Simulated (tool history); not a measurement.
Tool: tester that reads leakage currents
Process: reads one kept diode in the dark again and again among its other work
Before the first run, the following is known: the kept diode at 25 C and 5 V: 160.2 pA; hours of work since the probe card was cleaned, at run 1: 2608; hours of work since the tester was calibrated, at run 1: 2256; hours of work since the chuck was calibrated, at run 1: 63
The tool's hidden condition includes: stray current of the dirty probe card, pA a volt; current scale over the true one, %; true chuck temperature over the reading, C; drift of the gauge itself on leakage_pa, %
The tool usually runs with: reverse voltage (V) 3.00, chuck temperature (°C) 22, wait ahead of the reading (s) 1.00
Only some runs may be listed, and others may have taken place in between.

| run | day | reverse voltage (V) | chuck temperature (°C) | wait ahead of the reading (s) | hours of work since the probe card was cleaned | hours of work since the tester was calibrated | hours of work since the chuck was calibrated | current that the tester gives (pA) |
|---|---|---|---|---|---|---|---|---|
| 1 | 0.000 | 3.00 | 22 | 1.00 | 2608 | 2256 | 63 | 103.57 |
| 2 | 4.025 | 6.93 | 22 | 1.00 | 2676 | 2324 | 131 | 158.98 |
| 3 | 8.475 | 3.00 | 22 | 1.00 | 2750 | 2398 | 205 | 105.47 |
| 4 | 13.696 | 19.42 | 22 | 1.00 | 2838 | 2486 | 293 | 274.44 |
| 5 | 17.571 | 3.00 | 22 | 7.50 | 2903 | 2551 | 358 | 106.07 |
| 6 | 23.842 | 3.00 | 22 | 7.50 | 3009 | 2657 | 464 | 106.82 |
| 7 | 29.946 | 3.00 | 22 | 7.50 | 3111 | 2759 | 566 | 107.82 |
| 8 | 33.583 | 3.00 | 22 | 7.50 | 3173 | 2821 | 628 | 108.32 |
| 9 | 40.246 | 1.77 | 57 | 4.18 | 3285 | 2933 | 740 | 881.83 |

What does the tool deliver on the next run?
| 10 | 44.550 | 3.00 | 36 | 0.32 | 3357 | 3005 | 812 | ? |

{"run 10": {"current that the tester gives (pA)": 300.57}}
With the hidden condition absent and the run-to-run variation left alone, this run would have shown current that the tester gives (pA) 276.31.
